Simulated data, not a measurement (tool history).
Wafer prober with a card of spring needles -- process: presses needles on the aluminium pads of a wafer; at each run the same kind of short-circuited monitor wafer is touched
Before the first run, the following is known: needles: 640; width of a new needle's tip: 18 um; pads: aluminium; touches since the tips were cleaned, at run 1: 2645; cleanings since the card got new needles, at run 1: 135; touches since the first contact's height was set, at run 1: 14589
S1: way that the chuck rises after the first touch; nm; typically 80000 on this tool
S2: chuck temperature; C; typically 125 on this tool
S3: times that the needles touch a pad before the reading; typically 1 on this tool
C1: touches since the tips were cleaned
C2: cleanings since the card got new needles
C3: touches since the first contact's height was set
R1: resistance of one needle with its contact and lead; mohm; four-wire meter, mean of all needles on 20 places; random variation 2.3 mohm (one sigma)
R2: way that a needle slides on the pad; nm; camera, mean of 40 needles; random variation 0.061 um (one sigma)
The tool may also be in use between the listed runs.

run     day     S1   S2  S3    C1   C2      C3   R1     R2
  1   0.000  80000  125   1  2645  135   14589  311  19840
      0.367  -- tips cleaned on abrasive film
      0.996  -- tips cleaned on abrasive film
  2   1.458  80000  125   1  6204  137   34023  339  19690
      1.588  -- tips cleaned on abrasive film
      2.133  -- tips cleaned on abrasive film
      2.771  -- tips cleaned on abrasive film
  3   3.254  80000  125   1  6485  140   57998  341  19590
      3.388  -- tips cleaned on abrasive film
      3.900  -- tips cleaned on abrasive film
      4.538  -- tips cleaned on abrasive film
      5.112  -- tips cleaned on abrasive film
  4   5.421  80000  125   1  4109  144   86815  327  19450
      5.671  -- tips cleaned on abrasive film
      6.279  -- tips cleaned on abrasive film
  5   6.421  80000  125   1  1893  146  100124  302  19390
      6.921  -- tips cleaned on abrasive film
      7.492  -- tips cleaned on abrasive film
  6   7.496  80000  125   1    40  148  114435  273  19440
      8.121  -- tips cleaned on abrasive film
      8.712  -- tips cleaned on abrasive film
  7   9.033  93000  125   1  4291  150  134961  310  22600
      9.262  -- tips cleaned on abrasive film
      9.775  -- tips cleaned on abrasive film
  8  10.038  62000  125   1  3504  152  148312  362  14920
     10.367  -- tips cleaned on abrasive film
     10.962  -- tips cleaned on abrasive film
     11.229  -- height of the first contact set anew
     11.583  -- tips cleaned on abrasive film
  9  11.671  92000  125   1  1173  155    5873  291  21770
     12.158  -- tips cleaned on abrasive film
     12.779  -- tips cleaned on abrasive film
 10  13.279  92000  125   1  6742  157   27325  327  21740
     13.392  -- tips cleaned on abrasive film
     13.962  -- tips cleaned on abrasive film
     14.583  -- tips cleaned on abrasive film
 11  14.788  80000  125   2  2752  160   47410  305  18660
     15.154  -- tips cleaned on abrasive film
     15.667  -- tips cleaned on abrasive film
     16.179  -- tips cleaned on abrasive film
     16.321  -- height of the first contact set anew, once more
 12  16.408  80000  125   2  2878  163    1172  302  19650
     16.779  -- tips cleaned on abrasive film
     17.292  -- tips cleaned on abrasive film
     17.900  -- tips cleaned on abrasive film
 13  18.221  80000  125   2  4307  166   25315  303  19670
     18.479  -- tips cleaned on abrasive film
     18.992  -- tips cleaned on abrasive film
     19.604  -- tips cleaned on abrasive film
     20.242  -- tips cleaned on abrasive film
 14  20.488  80000  125   2  3335  170   55529  308  19610
     20.875  -- tips cleaned on abrasive film
     21.462  -- tips cleaned on abrasive film
 15  21.692  80000  125   2  3047  172   71554  298  19570
     22.075  -- tips cleaned on abrasive film
     22.592  -- tips cleaned on abrasive film
 16  22.879  85000   41   2  3860  174   87358  282  20740
     23.117  -- tips cleaned on abrasive film
     23.750  -- tips cleaned on abrasive film
     24.362  -- tips cleaned on abrasive film
 17  24.717  85000   41   2  4721  177  111849  293  20650
     24.962  -- tips cleaned on abrasive film
     25.475  -- tips cleaned on abrasive film
 18  25.688  85000   41   2  2811  179  124761  280  20530
     26.058  -- tips cleaned on abrasive film
     26.654  -- tips cleaned on abrasive film
 19  27.004  88000  125   2  4692  181  142334  302  21230
     27.233  -- tips cleaned on abrasive film
     27.867  -- tips cleaned on abrasive film
     28.467  -- tips cleaned on abrasive film
     28.608  -- height of the first contact set anew
     28.992  -- tips cleaned on abrasive film
 20  29.025  93000  125   2   437  185    5556  272  22950
     29.517  -- tips cleaned on abrasive film
     30.150  -- tips cleaned on abrasive film
 21  30.238  67000   43   2  1154  187   21690  270  16430
     30.746  -- tips cleaned on abrasive film
     31.354  -- tips cleaned on abrasive film
 22  31.529  67000   43   2  2341  189   38917  290  16450
     31.896  -- tips cleaned on abrasive film
     32.517  -- tips cleaned on abrasive film
     33.062  -- tips cleaned on abrasive film
 23  33.062  67000   43   2     0  192   59320  260  16330
     33.575  -- tips cleaned on abrasive film
     34.088  -- tips cleaned on abrasive film
     34.721  -- tips cleaned on abrasive film
 24  34.833  67000   43   2  1530  195   82925  281  16280
     35.271  -- tips cleaned on abrasive film
     35.908  -- tips cleaned on abrasive film
     36.542  -- tips cleaned on abrasive film
 25  36.621  70000   55   1  1078  198  106755  289  16950
     37.125  -- tips cleaned on abrasive film
     37.725  -- tips cleaned on abrasive film
 26  37.725  87000   29   2     0  200  121454  248  21200
     38.238  -- tips cleaned on abrasive film
     38.862  -- tips cleaned on abrasive film
     39.462  -- tips cleaned on abrasive film
 27  39.567  78000  125   1  1404  203  145985  310  18760
     40.038  -- tips cleaned on abrasive film
     40.646  -- tips cleaned on abrasive film
     40.912  -- height of the first contact set anew
 28  40.942  72000   71   1  3805  205     393  345  17780

Predict each of these 5 candidate next runs independently; none follows another, all start after run 28:
     41.262  -- tips cleaned on abrasive film
     41.892  -- tips cleaned on abrasive film
  A  42.167  91000   39   1  3666  207  16729   ?   ?
     41.262  -- tips cleaned on abrasive film
     41.892  -- tips cleaned on abrasive film
  B  42.167  90000   30   1  3666  207  16729   ?   ?
     41.262  -- tips cleaned on abrasive film
     41.892  -- tips cleaned on abrasive film
  C  42.167  90000   32   1  3666  207  16729   ?   ?
     41.262  -- tips cleaned on abrasive film
     41.892  -- tips cleaned on abrasive film
  D  42.167  80000  125   2  3666  207  16729   ?   ?
     41.262  -- tips cleaned on abrasive film
     41.892  -- tips cleaned on abrasive film
  E  42.167  80000  123   1  3666  207  16729   ?   ?

run   R1     R2
  A  303  22470
  B  297  22190
  C  296  22150
  D  309  19680
  E  332  19730
With no hidden state in the tool, these same runs would have given:
run   R1     R2
  A  245  22510
  B  238  22240
  C  237  22200
  D  268  19730
  E  267  19770
